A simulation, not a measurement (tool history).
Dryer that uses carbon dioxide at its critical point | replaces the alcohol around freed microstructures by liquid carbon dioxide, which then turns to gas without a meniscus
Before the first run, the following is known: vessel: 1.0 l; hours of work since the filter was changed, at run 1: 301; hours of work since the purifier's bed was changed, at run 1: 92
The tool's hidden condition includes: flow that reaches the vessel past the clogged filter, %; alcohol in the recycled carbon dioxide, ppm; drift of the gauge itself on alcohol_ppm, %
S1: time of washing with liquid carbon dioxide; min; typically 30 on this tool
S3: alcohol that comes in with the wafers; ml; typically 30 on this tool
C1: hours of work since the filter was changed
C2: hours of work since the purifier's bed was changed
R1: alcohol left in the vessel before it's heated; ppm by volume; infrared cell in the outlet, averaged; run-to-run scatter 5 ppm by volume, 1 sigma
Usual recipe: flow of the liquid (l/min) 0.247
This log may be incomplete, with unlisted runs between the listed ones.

{"run": 1, "hour": 0.0, "S1": 30, "flow of the liquid (l/min)": 0.247, "S3": 30, "C1": 301, "C2": 92, "R1": 95}
{"run": 2, "hour": 5.5, "S1": 30, "flow of the liquid (l/min)": 0.247, "S3": 28, "C1": 303, "C2": 94, "R1": 77}
{"run": 3, "hour": 11.0, "S1": 30, "flow of the liquid (l/min)": 0.247, "S3": 30, "C1": 306, "C2": 97, "R1": 93}
{"run": 4, "hour": 22.5, "S1": 45, "flow of the liquid (l/min)": 0.247, "S3": 30, "C1": 311, "C2": 101, "R1": 23}
{"run": 5, "hour": 31.9, "S1": 22, "flow of the liquid (l/min)": 0.247, "S3": 30, "C1": 315, "C2": 105, "R1": 379}
{"run": 6, "hour": 40.1, "S1": 22, "flow of the liquid (l/min)": 0.247, "S3": 30, "C1": 318, "C2": 109, "R1": 370}
{"run": 7, "hour": 46.1, "S1": 30, "flow of the liquid (l/min)": 0.247, "S3": 30, "C1": 321, "C2": 111, "R1": 93}
{"run": 8, "hour": 51.1, "S1": 30, "flow of the liquid (l/min)": 0.247, "S3": 30, "C1": 323, "C2": 113, "R1": 100}
{"run": 9, "hour": 57.8, "S1": 30, "flow of the liquid (l/min)": 0.247, "S3": 30, "C1": 325, "C2": 116, "R1": 89}
{"run": 10, "hour": 62.5, "S1": 30, "flow of the liquid (l/min)": 0.267, "S3": 30, "C1": 327, "C2": 118, "R1": 70}
{"run": 11, "hour": 70.7, "S1": 30, "flow of the liquid (l/min)": 0.267, "S3": 30, "C1": 331, "C2": 122, "R1": 64}
{"run": 12, "hour": 75.5, "S1": 30, "flow of the liquid (l/min)": 0.267, "S3": 30, "C1": 333, "C2": 124, "R1": 74}
{"run": 13, "hour": 86.6, "S1": 30, "flow of the liquid (l/min)": 0.267, "S3": 30, "C1": 338, "C2": 128, "R1": 54}
{"run": 14, "hour": 93.7, "S1": 30, "flow of the liquid (l/min)": 0.267, "S3": 30, "C1": 341, "C2": 131, "R1": 80}
{"run": 15, "hour": 100.3, "S1": 30, "flow of the liquid (l/min)": 0.266, "S3": 20, "C1": 343, "C2": 134, "R1": 55}
{"run": 16, "hour": 105.7, "S1": 41, "flow of the liquid (l/min)": 0.266, "S3": 20, "C1": 346, "C2": 136, "R1": 36}
{"run": 17, "hour": 110.4, "S1": 30, "flow of the liquid (l/min)": 0.247, "S3": 58, "C1": 348, "C2": 138, "R1": 181}
{"run": 18, "hour": 118.0, "S1": 44, "flow of the liquid (l/min)": 0.188, "S3": 88, "C1": 351, "C2": 142, "R1": 150}
{"run": 19, "hour": 124.2, "S1": 44, "flow of the liquid (l/min)": 0.188, "S3": 88, "C1": 353, "C2": 144, "R1": 149}
{"run": 20, "hour": 129.1, "S1": 35, "flow of the liquid (l/min)": 0.188, "S3": 33, "C1": 355, "C2": 146, "R1": 201}
{"run": 21, "hour": 139.5, "S1": 32, "flow of the liquid (l/min)": 0.188, "S3": 88, "C1": 360, "C2": 151, "R1": 779}
{"run": 22, "hour": 144.7, "S1": 22, "flow of the liquid (l/min)": 0.223, "S3": 30, "C1": 362, "C2": 153, "R1": 621}
{"run": 23, "hour": 155.9, "S1": 36, "flow of the liquid (l/min)": 0.203, "S3": 25, "C1": 367, "C2": 157, "R1": 102}
{"run": 24, "hour": 165.3, "S1": 20, "flow of the liquid (l/min)": 0.384, "S3": 117, "C1": 371, "C2": 161, "R1": 261}

What if the next run were any one of these 3? Each begins from the tool's condition after run 24:
{"run": "A", "hour": 175.7, "S1": 20, "flow of the liquid (l/min)": 0.384, "S3": 22, "C1": 375, "C2": 166, "R1": "?"}
{"run": "B", "hour": 175.7, "S1": 34, "flow of the liquid (l/min)": 0.271, "S3": 65, "C1": 375, "C2": 166, "R1": "?"}
{"run": "C", "hour": 175.7, "S1": 20, "flow of the liquid (l/min)": 0.384, "S3": 75, "C1": 375, "C2": 166, "R1": "?"}

run=A R1=71
run=B R1=69
run=C R1=177
With the hidden condition removed and each run's random variation left untouched, the same runs would have given:
run=A R1=15
run=B R1=13
run=C R1=49

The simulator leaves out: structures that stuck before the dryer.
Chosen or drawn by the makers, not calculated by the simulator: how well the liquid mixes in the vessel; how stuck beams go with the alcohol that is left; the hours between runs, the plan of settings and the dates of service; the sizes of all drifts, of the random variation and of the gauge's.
